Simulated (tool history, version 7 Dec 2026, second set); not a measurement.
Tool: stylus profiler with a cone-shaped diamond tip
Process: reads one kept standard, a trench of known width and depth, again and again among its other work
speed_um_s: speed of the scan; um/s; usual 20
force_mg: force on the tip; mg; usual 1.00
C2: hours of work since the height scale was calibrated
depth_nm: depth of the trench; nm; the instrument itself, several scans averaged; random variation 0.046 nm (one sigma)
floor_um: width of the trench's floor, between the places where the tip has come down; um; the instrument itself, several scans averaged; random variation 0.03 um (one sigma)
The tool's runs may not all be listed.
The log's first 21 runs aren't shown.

-- day=50.012 height scale calibrated on a step standard, once more
run 22 day=51.971 | speed_um_s=54 force_mg=1.00 | scans_with_this_tip=3798 C2=23 | depth_nm=100.54 floor_um=47.98
run 23 day=54.058 | speed_um_s=8 force_mg=1.00 | scans_with_this_tip=3944 C2=47 | depth_nm=100.59 floor_um=48.42
run 24 day=55.858 | speed_um_s=20 force_mg=1.27 | scans_with_this_tip=4069 C2=68 | depth_nm=100.77 floor_um=48.28
run 25 day=58.692 | speed_um_s=6 force_mg=0.60 | scans_with_this_tip=4267 C2=101 | depth_nm=100.42 floor_um=48.33
run 26 day=61.021 | speed_um_s=9 force_mg=1.74 | scans_with_this_tip=4430 C2=128 | depth_nm=100.87 floor_um=48.35
run 27 day=63.688 | speed_um_s=9 force_mg=1.74 | scans_with_this_tip=4616 C2=159 | depth_nm=100.97 floor_um=48.41
run 28 day=65.154 | speed_um_s=9 force_mg=1.47 | scans_with_this_tip=4719 C2=176 | depth_nm=100.88 floor_um=48.38
run 29 day=67.367 | speed_um_s=9 force_mg=0.92 | scans_with_this_tip=4873 C2=202 | depth_nm=100.54 floor_um=48.35
run 30 day=68.850 | speed_um_s=37 force_mg=2.75 | scans_with_this_tip=4977 C2=219 | depth_nm=101.30 floor_um=48.21

Forecast run 31:
run 31 day=71.042 | speed_um_s=6 force_mg=2.28 | scans_with_this_tip=5130 C2=245 | depth_nm=? floor_um=?

{"run 31": {"depth_nm": 101.14, "floor_um": 48.31}}
Without the tool's hidden state the same run would have given depth_nm 101.07 nm, floor_um 48.50 um.
